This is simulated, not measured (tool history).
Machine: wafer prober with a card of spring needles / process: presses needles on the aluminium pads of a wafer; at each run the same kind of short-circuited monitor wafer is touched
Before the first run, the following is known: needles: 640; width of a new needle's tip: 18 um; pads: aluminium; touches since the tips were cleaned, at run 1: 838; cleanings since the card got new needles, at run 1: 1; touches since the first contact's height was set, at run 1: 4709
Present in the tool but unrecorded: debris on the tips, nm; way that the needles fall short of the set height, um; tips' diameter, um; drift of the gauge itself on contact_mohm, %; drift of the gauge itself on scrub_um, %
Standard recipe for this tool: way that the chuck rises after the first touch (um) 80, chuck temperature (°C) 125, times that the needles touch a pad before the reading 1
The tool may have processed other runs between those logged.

run	hour	way that the chuck rises after the first touch (um)	chuck temperature (°C)	times that the needles touch a pad before the reading	touches since the tips were cleaned	cleanings since the card got new needles	touches since the first contact's height was set	resistance of one needle with its contact and lead (mohm)	way that a needle slides on the pad (um)
1	0	80	125	1	838	1	4709	149	11.84
2	5.9	80	125	1	3119	1	6990	169	11.83
# hour 7.1: tips cleaned on abrasive film
3	12.3	80	125	1	1996	2	9428	165	11.86
# hour 16: tips cleaned on abrasive film
4	21.4	80	125	1	2098	3	12959	165	11.8
# hour 25.3: tips cleaned on abrasive film
5	29.5	80	30	1	1627	4	16045	153	11.8
# hour 34.5: tips cleaned on abrasive film
6	34.5	80	30	1	0	5	17948	129	11.75
7	42	80	125	2	2930	5	20878	157	11.77
# hour 43.6: tips cleaned on abrasive film
8	50.8	80	125	2	2789	6	24236	156	11.77
# hour 52.4: tips cleaned on abrasive film
9	56.6	80	125	2	1615	7	26462	152	11.74
# hour 61.9: tips cleaned on abrasive film
10	62.2	80	125	2	111	8	28599	144	11.74
11	67.1	80	125	2	2020	8	30508	152	11.77
# hour 70.7: tips cleaned on abrasive film
12	71.6	80	125	2	363	9	32227	145	11.72
13	77.3	80	125	1	2543	9	34407	166	11.7
# hour 79.9: tips cleaned on abrasive film
14	83.9	80	77	1	1534	10	36934	162	11.67
# hour 88.8: tips cleaned on abrasive film
15	92.3	93	29	1	1337	11	40154	146	13.61
# hour 98: tips cleaned on abrasive film
16	100.2	93	29	1	844	12	43196	137	13.57
# hour 106.9: tips cleaned on abrasive film
17	107.2	61	74	1	107	13	45881	144	8.89
18	112.6	61	74	1	2200	13	47974	186	8.83
# hour 116.3: tips cleaned on abrasive film
19	119.4	85	26	1	1194	14	50588	144	12.39
# hour 125.2: tips cleaned on abrasive film
20	127.4	96	44	1	843	15	53637	142	14.01
21	131.2	96	44	1	2351	15	55145	149	14.02
# hour 134.5: tips cleaned on abrasive film
22	137.2	80	125	2	1053	16	57410	150	11.62
23	140.9	67	51	2	2502	16	58859	156	9.72
# hour 143.7: tips cleaned on abrasive film
24	147	79	125	2	1283	17	61168	155	11.41
# hour 152.6: tips cleaned on abrasive film
25	152.6	79	125	2	0	18	63304	139	11.5
26	160.8	79	125	2	3184	18	66488	159	11.44

For each entry between runs, how does the tool's hidden state at the last listed run before it compare with that at the first listed run after it?
After run 2, before run 3: tips cleaned on abrasive film (hour 7.1)
  debris on the tips, nm: 129.9 -> 105; way that the needles fall short of the set height, um: 0.07 -> 0.15; tips' diameter, um: 18.02 -> 18.05
  what was measured, less what the result would be without the hidden state, resistance of one needle with its contact and lead (mohm): +31 -> +25; way that a needle slides on the pad (um): -0.01 -> -0.03
After run 3, before run 4: tips cleaned on abrasive film (hour 16)
  debris on the tips, nm: 105 -> 108.3; way that the needles fall short of the set height, um: 0.15 -> 0.23; tips' diameter, um: 18.05 -> 18.08
  what was measured, less what the result would be without the hidden state, resistance of one needle with its contact and lead (mohm): +25 -> +26; way that a needle slides on the pad (um): -0.03 -> -0.03
After run 4, before run 5: tips cleaned on abrasive film (hour 25.3)
  debris on the tips, nm: 108.3 -> 100.2; way that the needles fall short of the set height, um: 0.23 -> 0.3; tips' diameter, um: 18.08 -> 18.1
  what was measured, less what the result would be without the hidden state, resistance of one needle with its contact and lead (mohm): +26 -> +28; way that a needle slides on the pad (um): -0.03 -> -0.05
After run 5, before run 6: tips cleaned on abrasive film (hour 34.5)
  debris on the tips, nm: 100.2 -> 11.7; way that the needles fall short of the set height, um: 0.3 -> 0.39; tips' diameter, um: 18.1 -> 18.14
  what was measured, less what the result would be without the hidden state, resistance of one needle with its contact and lead (mohm): +28 -> +4; way that a needle slides on the pad (um): -0.05 -> -0.06
After run 7, before run 8: tips cleaned on abrasive film (hour 43.6)
  debris on the tips, nm: 129.1 -> 130.2; way that the needles fall short of the set height, um: 0.39 -> 0.48; tips' diameter, um: 18.14 -> 18.17
  what was measured, less what the result would be without the hidden state, resistance of one needle with its contact and lead (mohm): +19 -> +19; way that a needle slides on the pad (um): -0.06 -> -0.07
After run 8, before run 9: tips cleaned on abrasive film (hour 52.4)
  debris on the tips, nm: 130.2 -> 94.6; way that the needles fall short of the set height, um: 0.48 -> 0.56; tips' diameter, um: 18.17 -> 18.2
  what was measured, less what the result would be without the hidden state, resistance of one needle with its contact and lead (mohm): +19 -> +14; way that a needle slides on the pad (um): -0.07 -> -0.09
After run 9, before run 10: tips cleaned on abrasive film (hour 61.9)
  debris on the tips, nm: 94.6 -> 20.3; way that the needles fall short of the set height, um: 0.56 -> 0.65; tips' diameter, um: 18.2 -> 18.23
  what was measured, less what the result would be without the hidden state, resistance of one needle with its contact and lead (mohm): +14 -> +4; way that a needle slides on the pad (um): -0.09 -> -0.09
After run 11, before run 12: tips cleaned on abrasive film (hour 70.7)
  debris on the tips, nm: 107.1 -> 38.2; way that the needles fall short of the set height, um: 0.65 -> 0.73; tips' diameter, um: 18.23 -> 18.26
  what was measured, less what the result would be without the hidden state, resistance of one needle with its contact and lead (mohm): +16 -> +6; way that a needle slides on the pad (um): -0.1 -> -0.11
After run 13, before run 14: tips cleaned on abrasive film (hour 79.9)
  debris on the tips, nm: 117.2 -> 93.8; way that the needles fall short of the set height, um: 0.73 -> 0.8; tips' diameter, um: 18.26 -> 18.28
  what was measured, less what the result would be without the hidden state, resistance of one needle with its contact and lead (mohm): +29 -> +26; way that a needle slides on the pad (um): -0.11 -> -0.12
After run 14, before run 15: tips cleaned on abrasive film (hour 88.8)
  debris on the tips, nm: 93.8 -> 85; way that the needles fall short of the set height, um: 0.8 -> 0.89; tips' diameter, um: 18.28 -> 18.31
  what was measured, less what the result would be without the hidden state, resistance of one needle with its contact and lead (mohm): +26 -> +20; way that a needle slides on the pad (um): -0.12 -> -0.13
After run 15, before run 16: tips cleaned on abrasive film (hour 98)
  debris on the tips, nm: 85 -> 63.6; way that the needles fall short of the set height, um: 0.89 -> 0.98; tips' diameter, um: 18.31 -> 18.34
  what was measured, less what the result would be without the hidden state, resistance of one needle with its contact and lead (mohm): +20 -> +14; way that a needle slides on the pad (um): -0.13 -> -0.15
After run 16, before run 17: tips cleaned on abrasive film (hour 106.9)
  debris on the tips, nm: 63.6 -> 16.7; way that the needles fall short of the set height, um: 0.98 -> 1.04; tips' diameter, um: 18.34 -> 18.36
  what was measured, less what the result would be without the hidden state, resistance of one needle with its contact and lead (mohm): +14 -> +9; way that a needle slides on the pad (um): -0.15 -> -0.16
After run 18, before run 19: tips cleaned on abrasive film (hour 116.3)
  debris on the tips, nm: 112.4 -> 77.5; way that the needles fall short of the set height, um: 1.04 -> 1.13; tips' diameter, um: 18.36 -> 18.39
  what was measured, less what the result would be without the hidden state, resistance of one needle with its contact and lead (mohm): +51 -> +21; way that a needle slides on the pad (um): -0.16 -> -0.17
After run 19, before run 20: tips cleaned on abrasive film (hour 125.2)
  debris on the tips, nm: 77.5 -> 70.9; way that the needles fall short of the set height, um: 1.13 -> 1.2; tips' diameter, um: 18.39 -> 18.42
  what was measured, less what the result would be without the hidden state, resistance of one needle with its contact and lead (mohm): +21 -> +15; way that a needle slides on the pad (um): -0.17 -> -0.18
After run 21, before run 22: tips cleaned on abrasive film (hour 134.5)
  debris on the tips, nm: 118 -> 78.7; way that the needles fall short of the set height, um: 1.2 -> 1.25; tips' diameter, um: 18.42 -> 18.44
  what was measured, less what the result would be without the hidden state, resistance of one needle with its contact and lead (mohm): +25 -> +12; way that a needle slides on the pad (um): -0.18 -> -0.19
After run 23, before run 24: tips cleaned on abrasive film (hour 143.7)
  debris on the tips, nm: 120.6 -> 81.4; way that the needles fall short of the set height, um: 1.25 -> 1.33; tips' diameter, um: 18.44 -> 18.47
  what was measured, less what the result would be without the hidden state, resistance of one needle with its contact and lead (mohm): +29 -> +14; way that a needle slides on the pad (um): -0.19 -> -0.2
After run 24, before run 25: tips cleaned on abrasive film (hour 152.6)
  debris on the tips, nm: 81.4 -> 6.6; way that the needles fall short of the set height, um: 1.33 -> 1.41; tips' diameter, um: 18.47 -> 18.5
  what was measured, less what the result would be without the hidden state, resistance of one needle with its contact and lead (mohm): +14 -> +1; way that a needle slides on the pad (um): -0.2 -> -0.21

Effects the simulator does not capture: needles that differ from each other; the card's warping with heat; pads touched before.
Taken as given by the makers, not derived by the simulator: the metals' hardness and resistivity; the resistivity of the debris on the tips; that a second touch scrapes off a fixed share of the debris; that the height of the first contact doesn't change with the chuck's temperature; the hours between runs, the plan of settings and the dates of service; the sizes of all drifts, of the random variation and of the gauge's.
